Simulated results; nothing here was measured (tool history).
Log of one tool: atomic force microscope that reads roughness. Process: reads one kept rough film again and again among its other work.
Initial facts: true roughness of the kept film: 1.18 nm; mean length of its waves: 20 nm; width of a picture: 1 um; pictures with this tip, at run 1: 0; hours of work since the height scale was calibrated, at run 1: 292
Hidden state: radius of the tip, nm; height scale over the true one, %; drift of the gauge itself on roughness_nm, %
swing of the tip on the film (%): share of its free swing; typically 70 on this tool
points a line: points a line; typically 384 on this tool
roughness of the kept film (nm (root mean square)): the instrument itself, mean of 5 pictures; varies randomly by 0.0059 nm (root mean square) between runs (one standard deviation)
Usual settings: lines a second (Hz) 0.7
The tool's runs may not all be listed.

run,hour,lines a second (Hz),swing of the tip on the film (%),points a line,pictures with this tip,hours of work since the height scale was calibrated,roughness of the kept film (nm (root mean square))
1,0,0.7,70,384,0,292,1.071
2,13.6,0.7,70,384,9,297,1.072
3,27,0.514,70,384,18,303,1.071
4,47.7,0.514,70,303,32,312,1.062
5,66,0.514,70,303,44,320,1.062
6,75.5,0.7,70,384,50,324,1.078
7,92.4,0.7,69,384,61,332,1.063
8,110.1,1.303,70,384,73,340,1.055
9,128.9,1.957,70,384,86,348,1.033
10,146.8,1.957,70,384,98,355,1.027
11,161.7,1.957,70,384,108,362,1.027
12,181.1,0.7,84,384,121,370,1.039
13,195.7,0.7,84,384,130,377,1.038
14,209.7,0.7,86,384,140,383,1.03
15,224.5,0.7,70,384,150,389,1.062
16,236.1,0.7,70,384,157,394,1.071
# hour 240.7: new tip fitted
17,248.2,0.87,70,384,5,399,1.073
18,268.7,0.87,70,384,19,408,1.07
19,279.7,0.87,70,384,26,413,1.057
20,295.8,0.87,70,384,37,420,1.065
21,310.6,0.7,59,384,47,427,1.082
22,324,0.7,59,384,56,432,1.102
23,338.3,0.7,89,300,65,439,1.02
24,347.1,0.579,89,300,71,442,1.023
25,356.6,0.579,64,555,77,447,1.089
26,374.5,0.7,64,384,89,454,1.079
27,389.1,0.7,70,373,99,461,1.057
28,399.4,1.099,70,316,106,465,1.048
29,409.3,2.395,56,566,112,470,1.069
30,427.5,2.395,56,566,125,478,1.076
31,438.2,0.634,70,336,132,482,1.064
32,446.9,0.52,79,314,138,486,1.059
33,466.7,0.589,79,678,151,495,1.069
34,479,0.7,77,411,159,500,1.064
# hour 481.5: new tip fitted
35,488.6,0.7,70,388,5,504,1.072
36,499,0.569,70,388,12,508,1.068
37,509,1.444,82,432,19,513,1.007
38,524.6,3.531,68,315,29,520,0.975
39,541.5,3.531,68,315,40,527,0.985
40,561.7,2.034,59,384,54,536,1.061

Entry by entry between the runs, the difference in hidden state between the last listed run before and the first listed run after:
Run 16 -> run 17: new tip fitted (hour 240.7)
  radius of the tip, nm: 5.2 -> 5
Run 34 -> run 35: new tip fitted (hour 481.5)
  radius of the tip, nm: 5.2 -> 5
